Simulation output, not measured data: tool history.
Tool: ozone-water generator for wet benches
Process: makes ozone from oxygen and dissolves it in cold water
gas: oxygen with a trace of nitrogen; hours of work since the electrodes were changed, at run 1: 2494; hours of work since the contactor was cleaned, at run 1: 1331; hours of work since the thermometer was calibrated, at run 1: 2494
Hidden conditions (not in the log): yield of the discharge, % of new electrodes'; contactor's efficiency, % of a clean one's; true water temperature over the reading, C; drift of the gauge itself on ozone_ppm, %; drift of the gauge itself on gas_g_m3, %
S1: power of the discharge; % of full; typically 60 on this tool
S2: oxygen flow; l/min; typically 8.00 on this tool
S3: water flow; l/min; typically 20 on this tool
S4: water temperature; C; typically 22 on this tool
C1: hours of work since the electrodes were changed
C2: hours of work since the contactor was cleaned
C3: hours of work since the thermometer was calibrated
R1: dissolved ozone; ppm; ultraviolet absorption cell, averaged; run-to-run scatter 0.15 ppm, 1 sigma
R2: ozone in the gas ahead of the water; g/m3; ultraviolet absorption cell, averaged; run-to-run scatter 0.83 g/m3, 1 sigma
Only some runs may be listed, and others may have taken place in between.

run    hour  S1    S2  S3  S4    C1    C2    C3    R1     R2
  1     0.0  60  8.00  20  22  2494  1331  2494  17.3  123.3
  2   203.2  60  4.42  20  22  2667  1504  2667  16.6  159.4
  3   361.4  60  4.42  20  22  2801  1638  2801  16.8  161.4
  4   481.2  60  4.42  20  22  2903  1740  2903  16.7  161.3
  5   680.6  60  4.42  20  22  3073  1910  3073  16.7  159.3
  6   854.7  60  4.42  20  22  3221  2058  3221  16.8  159.4
  7   994.2  60  8.00  20  16  3339  2176  3339  18.9  122.5
  8  1086.4  60  8.00  20  16  3418  2255  3418  19.0  121.5
  9  1274.7  81  8.00  20  16  3578  2415  3578  22.5  143.7
 10  1421.3  71  4.38  23  25  3703  2540  3703  15.4  174.0
 11  1611.0  71  4.38  23  25  3864  2701  3864  15.3  173.3
 12  1796.3  71  4.38  23  25  4021  2858  4021  15.2  168.9
 13  1997.9  71  7.87  23  18  4193  3030  4193  17.6  130.9
 14  2194.1  71  7.87  23  29  4360  3197  4360  14.4  131.9
     2299.3  -- water thermometer calibrated
 15  2369.3  71  7.87  23  29  4508  3345    59  14.3  130.1

Below are 4 alternative next runs, each starting from the tool's condition after run 15. Predict each:
  A  2518.8  71  5.50  17  27  4635  3472  187   ?   ?
  B  2518.8  64  6.69  19  29  4635  3472  187   ?   ?
  C  2518.8  60  8.72  20  15  4635  3472  187   ?   ?
  D  2518.8  71  7.31  19  29  4635  3472  187   ?   ?

run    R1     R2
  A  18.3  152.5
  B  15.3  132.7
  C  18.5  113.9
  D  16.2  133.3
With the hidden condition removed and each run's random variation left untouched, the same runs would have given:
run    R1     R2
  A  21.2  173.7
  B  17.7  149.9
  C  21.3  128.0
  D  18.8  151.8
